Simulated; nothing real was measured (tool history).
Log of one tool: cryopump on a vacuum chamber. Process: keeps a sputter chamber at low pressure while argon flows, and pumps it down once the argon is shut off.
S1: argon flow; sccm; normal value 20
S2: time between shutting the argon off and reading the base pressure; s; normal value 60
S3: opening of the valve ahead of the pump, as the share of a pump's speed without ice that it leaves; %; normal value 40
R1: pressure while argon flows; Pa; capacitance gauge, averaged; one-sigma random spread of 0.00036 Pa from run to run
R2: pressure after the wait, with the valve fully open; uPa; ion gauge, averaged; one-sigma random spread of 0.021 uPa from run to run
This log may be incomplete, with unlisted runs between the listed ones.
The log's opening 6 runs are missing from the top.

run	day	S1	S2	S3	R1	R2
7	9.925	14	60	40	0.0255	0.46
8	11.238	20	60	40	0.0360	0.45
9	12.567	20	60	40	0.0369	0.46
10	13.962	20	60	40	0.0365	0.49
11	15.271	20	60	40	0.0373	0.48
12	16.450	20	60	40	0.0370	0.53
13	18.646	20	60	40	0.0374	0.53
14	20.754	20	60	40	0.0380	0.55
15	22.996	20	60	40	0.0382	0.56
16	24.067	20	60	40	0.0383	0.58
17	25.238	20	60	40	0.0383	0.56

Run 18 comes next. What will it give?
# day 26.804: pump warmed up, emptied and cooled again
18	27.004	20	60	40	?	?

R1: 0.0354 Pa
R2: 0.54 uPa
Had the tool carried no hidden state, the very same run would have given R1 0.0352 Pa, R2 0.40 uPa.

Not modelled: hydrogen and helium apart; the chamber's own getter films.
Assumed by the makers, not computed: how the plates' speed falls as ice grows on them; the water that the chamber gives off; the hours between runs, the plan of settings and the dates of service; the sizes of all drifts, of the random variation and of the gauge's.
